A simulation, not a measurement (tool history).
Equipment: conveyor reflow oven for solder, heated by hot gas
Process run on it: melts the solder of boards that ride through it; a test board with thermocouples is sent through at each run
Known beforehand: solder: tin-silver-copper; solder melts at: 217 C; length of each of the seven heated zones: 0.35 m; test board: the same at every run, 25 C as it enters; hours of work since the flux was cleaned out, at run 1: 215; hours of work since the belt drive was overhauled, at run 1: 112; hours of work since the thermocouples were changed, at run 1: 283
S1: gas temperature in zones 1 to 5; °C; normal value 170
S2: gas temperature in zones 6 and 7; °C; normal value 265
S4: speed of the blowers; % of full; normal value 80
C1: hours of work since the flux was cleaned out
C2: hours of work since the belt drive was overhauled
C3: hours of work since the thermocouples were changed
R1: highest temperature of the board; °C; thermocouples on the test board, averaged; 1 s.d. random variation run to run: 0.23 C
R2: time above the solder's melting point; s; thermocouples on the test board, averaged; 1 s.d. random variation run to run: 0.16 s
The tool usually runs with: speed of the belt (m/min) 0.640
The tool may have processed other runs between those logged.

run 1 day=0.000 | S1=170 S2=265 speed_of_the_belt_(m/min)=0.640 S4=80 | C1=215 C2=112 C3=283 | R1=253.5 R2=50.1
run 2 day=0.362 | S1=170 S2=265 speed_of_the_belt_(m/min)=0.640 S4=80 | C1=220 C2=117 C3=289 | R1=253.7 R2=49.9
run 3 day=0.646 | S1=170 S2=265 speed_of_the_belt_(m/min)=0.640 S4=80 | C1=225 C2=122 C3=293 | R1=253.6 R2=50.3
run 4 day=1.029 | S1=170 S2=260 speed_of_the_belt_(m/min)=0.640 S4=80 | C1=230 C2=128 C3=299 | R1=248.9 R2=47.4
run 5 day=1.408 | S1=170 S2=260 speed_of_the_belt_(m/min)=0.640 S4=80 | C1=236 C2=133 C3=305 | R1=249.3 R2=47.4
run 6 day=1.621 | S1=169 S2=265 speed_of_the_belt_(m/min)=0.640 S4=80 | C1=240 C2=137 C3=308 | R1=253.8 R2=49.5
run 7 day=1.792 | S1=169 S2=265 speed_of_the_belt_(m/min)=0.640 S4=80 | C1=242 C2=139 C3=311 | R1=253.5 R2=49.7
run 8 day=2.012 | S1=169 S2=265 speed_of_the_belt_(m/min)=0.640 S4=86 | C1=246 C2=143 C3=314 | R1=254.4 R2=50.3
run 9 day=2.325 | S1=169 S2=265 speed_of_the_belt_(m/min)=0.640 S4=86 | C1=250 C2=148 C3=319 | R1=254.3 R2=50.2
run 10 day=2.642 | S1=170 S2=265 speed_of_the_belt_(m/min)=0.640 S4=80 | C1=255 C2=152 C3=324 | R1=253.8 R2=50.3
run 11 day=2.871 | S1=170 S2=265 speed_of_the_belt_(m/min)=0.640 S4=80 | C1=259 C2=156 C3=328 | R1=254.1 R2=50.0
run 12 day=3.104 | S1=170 S2=265 speed_of_the_belt_(m/min)=0.640 S4=80 | C1=263 C2=160 C3=331 | R1=253.9 R2=50.3
run 13 day=3.362 | S1=179 S2=265 speed_of_the_belt_(m/min)=0.640 S4=80 | C1=266 C2=164 C3=335 | R1=254.6 R2=53.2
run 14 day=3.771 | S1=179 S2=265 speed_of_the_belt_(m/min)=0.640 S4=80 | C1=273 C2=170 C3=342 | R1=254.7 R2=53.4
run 15 day=4.100 | S1=170 S2=265 speed_of_the_belt_(m/min)=0.514 S4=80 | C1=278 C2=175 C3=347 | R1=258.6 R2=67.2
run 16 day=4.367 | S1=170 S2=272 speed_of_the_belt_(m/min)=0.514 S4=80 | C1=282 C2=179 C3=351 | R1=265.1 R2=70.4
run 17 day=4.533 | S1=158 S2=270 speed_of_the_belt_(m/min)=0.680 S4=52 | C1=285 C2=182 C3=353 | R1=249.2 R2=40.0
run 18 day=4.908 | S1=158 S2=270 speed_of_the_belt_(m/min)=0.680 S4=71 | C1=290 C2=187 C3=359 | R1=253.4 R2=43.3

For run 19, what comes out?
run 19 day=5.167 | S1=158 S2=265 speed_of_the_belt_(m/min)=0.640 S4=80 | C1=294 C2=191 C3=363 | R1=? R2=?

Logged for run 19: R1 251.9 °C, R2 46.3 s.
Without the tool's hidden state the same run would have given R1 251.9 °C, R2 46.3 s.

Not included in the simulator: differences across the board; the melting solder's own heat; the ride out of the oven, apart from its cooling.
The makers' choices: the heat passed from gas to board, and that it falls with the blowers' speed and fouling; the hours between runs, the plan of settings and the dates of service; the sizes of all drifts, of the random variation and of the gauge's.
